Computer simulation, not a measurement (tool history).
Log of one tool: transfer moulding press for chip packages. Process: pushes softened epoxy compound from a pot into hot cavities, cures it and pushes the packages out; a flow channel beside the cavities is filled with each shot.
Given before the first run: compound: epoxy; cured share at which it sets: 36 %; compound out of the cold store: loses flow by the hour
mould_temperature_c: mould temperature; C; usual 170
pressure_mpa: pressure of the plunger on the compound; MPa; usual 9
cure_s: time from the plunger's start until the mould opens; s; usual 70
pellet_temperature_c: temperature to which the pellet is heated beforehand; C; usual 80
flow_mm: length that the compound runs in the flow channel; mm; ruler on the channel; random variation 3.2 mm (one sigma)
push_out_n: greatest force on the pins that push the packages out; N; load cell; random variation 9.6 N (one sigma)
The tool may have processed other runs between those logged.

| run | day | mould_temperature_c | pressure_mpa | cure_s | pellet_temperature_c | incoming compound's hours out of the cold store | flow_mm | push_out_n |
|---|---|---|---|---|---|---|---|---|
| 1 | 0 | 170 | 9 | 70 | 80 | 36.7 | 819 | 671 |
| 2 | 0.242 | 170 | 9 | 70 | 80 | 35.7 | 822 | 689 |
| 3 | 0.558 | 170 | 9 | 100 | 80 | 32 | 840 | 618 |
| 4 | 0.971 | 170 | 7.25 | 100 | 80 | 23.5 | 770 | 661 |
| 5 | 1.454 | 170 | 7.25 | 100 | 80 | 41.2 | 723 | 415 |
| 6 | 2.017 | 170 | 7.25 | 100 | 80 | 35 | 739 | 508 |
| 7 | 2.471 | 170 | 9 | 70 | 90 | 12.2 | 903 | 706 |
| 8 | 3.05 | 162 | 9 | 82 | 80 | 23.4 | 883 | 956 |
| 9 | 3.675 | 162 | 9 | 82 | 80 | 29.2 | 861 | 674 |
| 10 | 3.971 | 170 | 7.87 | 66 | 77 | 23.1 | 803 | 667 |
| 11 | 4.258 | 167 | 7.15 | 66 | 88 | 39.4 | 723 | 842 |

Between the runs listed above, the log contained 3 entries, not reproduced here. Where in the sequence does each belong, and how does what the log doesn't record of the tool's condition differ from the listed run before to the listed run after?
In the gap between runs 4 and 5: mould's thermocouples calibrated (day 1.079); cavities cleaned with cleaning compound and waxed (day 1.308)
  true mould temperature over the reading, C: -0.54 -> -0.87; pressure that reaches the compound, % of what is set: 96.23 -> 96.06; grip of the stained cavities, % over clean ones': 76.5 -> 10.5
  the result without the hidden state subtracted from the measured one, flow_mm: -14 -> -12 mm; push_out_n: +286 -> +40 N
In the gap between runs 8 and 9: cavities cleaned with cleaning compound and waxed (day 3.392)
  true mould temperature over the reading, C: -0.9 -> -0.91; pressure that reaches the compound, % of what is set: 95.22 -> 94.93; grip of the stained cavities, % over clean ones': 72.5 -> 20
  the result without the hidden state subtracted from the measured one, flow_mm: -19 -> -19 mm; push_out_n: +436 -> +147 N
